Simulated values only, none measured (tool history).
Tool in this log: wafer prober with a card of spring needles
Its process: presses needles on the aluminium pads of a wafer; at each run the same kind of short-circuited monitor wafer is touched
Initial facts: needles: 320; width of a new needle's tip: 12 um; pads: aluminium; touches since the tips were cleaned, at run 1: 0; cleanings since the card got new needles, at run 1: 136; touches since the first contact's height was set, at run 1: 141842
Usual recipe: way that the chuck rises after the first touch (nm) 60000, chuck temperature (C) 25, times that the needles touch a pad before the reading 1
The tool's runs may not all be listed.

run     day  way that the chuck rises after the first touch (nm)  chuck temperature (C)  times that the needles touch a pad before the reading  touches since the tips were cleaned  cleanings since the card got new needles  touches since the first contact's height was set  resistance of one needle with its contact and lead (mohm)  way that a needle slides on the pad (nm)
  1   0.000                                                60000                     25                                                      1                                    0                                       136                                            141842                                                        209                                     15090
      0.254  -- tips cleaned on abrasive film
      0.508  -- tips cleaned on abrasive film
  2   0.642                                                60000                     25                                                      2                                 2275                                       138                                            152518                                                        248                                     15040
      0.746  -- tips cleaned on abrasive film
      0.992  -- tips cleaned on abrasive film
      1.242  -- tips cleaned on abrasive film
      1.496  -- tips cleaned on abrasive film
  3   1.638                                                60000                     25                                                      1                                 2363                                       142                                            168982                                                        287                                     15130
      1.742  -- tips cleaned on abrasive film
      1.996  -- tips cleaned on abrasive film
      2.208  -- tips cleaned on abrasive film
  4   2.208                                                60000                     25                                                      3                                    0                                       145                                            178371                                                        204                                     14940
      2.458  -- tips cleaned on abrasive film
      2.712  -- tips cleaned on abrasive film
      2.967  -- tips cleaned on abrasive film
  5   3.096                                                60000                     25                                                      3                                 2143                                       148                                            193111                                                        225                                     14840
      3.200  -- tips cleaned on abrasive film
      3.446  -- tips cleaned on abrasive film
      3.700  -- tips cleaned on abrasive film
      3.908  -- tips cleaned on abrasive film
  6   3.908                                                60000                     25                                                      1                                    0                                       152                                            206531                                                        208                                     14780
      3.971  -- height of the first contact set anew
      4.175  -- tips cleaned on abrasive film
      4.425  -- tips cleaned on abrasive film
      4.679  -- tips cleaned on abrasive film
      4.896  -- tips cleaned on abrasive film
  7   4.896                                                60000                     25                                                      1                                    0                                       156                                             15348                                                        206                                     16010
      5.146  -- tips cleaned on abrasive film
      5.400  -- tips cleaned on abrasive film
      5.650  -- tips cleaned on abrasive film
  8   5.808                                                60000                     53                                                      1                                 2652                                       159                                             30488                                                        286                                     15840
      5.862  -- tips cleaned on abrasive film
      6.096  -- tips cleaned on abrasive film
      6.350  -- tips cleaned on abrasive film
      6.600  -- tips cleaned on abrasive film
  9   6.700                                                60000                     53                                                      1                                 1689                                       163                                             45198                                                        259                                     15560
      6.804  -- tips cleaned on abrasive film
      7.050  -- tips cleaned on abrasive film
 10   7.233                                                60000                     28                                                      2                                 3049                                       165                                             54031                                                        263                                     15820
      7.288  -- tips cleaned on abrasive film
      7.533  -- tips cleaned on abrasive film
 11   7.725                                                60000                     64                                                      3                                 3275                                       167                                             62204                                                        242                                     15680
      7.779  -- tips cleaned on abrasive film
      8.029  -- tips cleaned on abrasive film
      8.271  -- tips cleaned on abrasive film
      8.525  -- tips cleaned on abrasive film
 12   8.546                                                60000                     64                                                      3                                  370                                       171                                             75754                                                        219                                     15620
      8.746  -- tips cleaned on abrasive film
      8.992  -- tips cleaned on abrasive film
      9.242  -- tips cleaned on abrasive film
 13   9.312                                                62000                     25                                                      2                                 1189                                       174                                             88432                                                        226                                     15880
      9.467  -- tips cleaned on abrasive film
      9.712  -- tips cleaned on abrasive film
 14   9.750                                                75000                     36                                                      2                                  623                                       176                                             95640                                                        216                                     19390
      9.946  -- tips cleaned on abrasive film
     10.200  -- tips cleaned on abrasive film
 15  10.367                                                62000                     77                                                      2                                 2783                                       178                                            105880                                                        260                                     15750

What if the next run were any one of these 5? Each begins from the tool's condition after run 15:
     10.421  -- tips cleaned on abrasive film
     10.667  -- tips cleaned on abrasive film
     10.921  -- tips cleaned on abrasive film
     11.171  -- tips cleaned on abrasive film
  A  11.200                                                62000                     77                                                      1                                  473                                       182                                            119626                                                          ?                                         ?
     10.421  -- tips cleaned on abrasive film
     10.667  -- tips cleaned on abrasive film
     10.921  -- tips cleaned on abrasive film
     11.171  -- tips cleaned on abrasive film
  B  11.200                                                52000                     43                                                      1                                  473                                       182                                            119626                                                          ?                                         ?
     10.421  -- tips cleaned on abrasive film
     10.667  -- tips cleaned on abrasive film
     10.921  -- tips cleaned on abrasive film
     11.171  -- tips cleaned on abrasive film
  C  11.200                                                48000                     25                                                      2                                  473                                       182                                            119626                                                          ?                                         ?
     10.421  -- tips cleaned on abrasive film
     10.667  -- tips cleaned on abrasive film
     10.921  -- tips cleaned on abrasive film
     11.171  -- tips cleaned on abrasive film
  D  11.200                                                62000                    120                                                      2                                  473                                       182                                            119626                                                          ?                                         ?
     10.421  -- tips cleaned on abrasive film
     10.667  -- tips cleaned on abrasive film
     10.921  -- tips cleaned on abrasive film
     11.171  -- tips cleaned on abrasive film
  E  11.200                                                60000                     42                                                      2                                  473                                       182                                            119626                                                          ?                                         ?

run  resistance of one needle with its contact and lead (mohm)  way that a needle slides on the pad (nm)
  A                                                        233                                     15870
  B                                                        239                                     13010
  C                                                        222                                     12020
  D                                                        233                                     15930
  E                                                        218                                     15470
Take away the tool's hidden state, keep each run's random variation, and the runs would have read:
run  resistance of one needle with its contact and lead (mohm)  way that a needle slides on the pad (nm)
  A                                                        207                                     16670
  B                                                        202                                     13800
  C                                                        194                                     12810
  D                                                        216                                     16720
  E                                                        199                                     16270
